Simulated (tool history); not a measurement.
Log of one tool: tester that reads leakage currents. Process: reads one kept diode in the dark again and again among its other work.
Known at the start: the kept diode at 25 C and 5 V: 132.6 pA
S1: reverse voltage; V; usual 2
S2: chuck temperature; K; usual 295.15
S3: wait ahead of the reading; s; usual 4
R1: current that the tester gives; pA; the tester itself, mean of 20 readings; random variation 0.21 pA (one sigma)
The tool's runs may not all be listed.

run	hour	S1	S2	S3	R1
1	0	2	295.15	4	70.74
2	198.9	2	295.15	4	71.38
3	339.9	2	295.15	4	71.58
4	456.8	2	295.15	7.58	71.87
5	660.5	7.92	295.15	4	140.58
6	807	7.92	295.15	4	140.97
7	901.4	7.92	295.15	4	141.96
8	1064.2	7.92	305.15	4	305.32
9	1269.4	7.92	305.15	4	306.96
# hour 1314.2: chuck's temperature calibrated
10	1473	7.92	305.15	4	283.11
11	1636.6	7.92	305.15	4	285.07
# hour 1656.3: probe card cleaned and baked
12	1842	2	295.15	0.4	68.25
13	1947.4	5.96	302.15	4	200.7
14	2049.2	2	324.15	2.82	564.11
15	2242.3	18.1	299.15	4.76	280.01
16	2372.1	18.1	299.15	4.76	281.91
17	2553.9	1.22	295.15	4	54.47
18	2673.2	1.29	301.15	2.26	89.69
# hour 2775.1: probe card cleaned and baked, once more
19	2846.8	1.29	301.15	9.49	88.87
20	3044.9	2	298.15	4	87.43
21	3167.7	2	298.15	4	87.81
22	3346.2	13.75	319.15	6.94	1034.34
23	3541.9	3.17	295.15	6.67	87.12

Measured less the same run without the tool's hidden state. The same run-to-run variation is in both; the gauge's scatter may not be:
The hidden state here: stray current of the dirty probe card, pA a volt; current scale over the true one, %; true chuck temperature over the reading, C; drift of the gauge itself on leakage_pa, %.
run	R1
1	+3.65
2	+4
3	+4.22
4	+4.44
5	+9.86
6	+10.41
7	+10.87
8	+21.41
9	+22.91
10	+0.35
11	+1.44
12	+1.18
13	+3.93
14	+1.97
15	+14.18
16	+15.32
17	+1.6
18	+2.23
19	+1.49
20	+1.95
21	+2.2
22	+23.72
23	+3.15
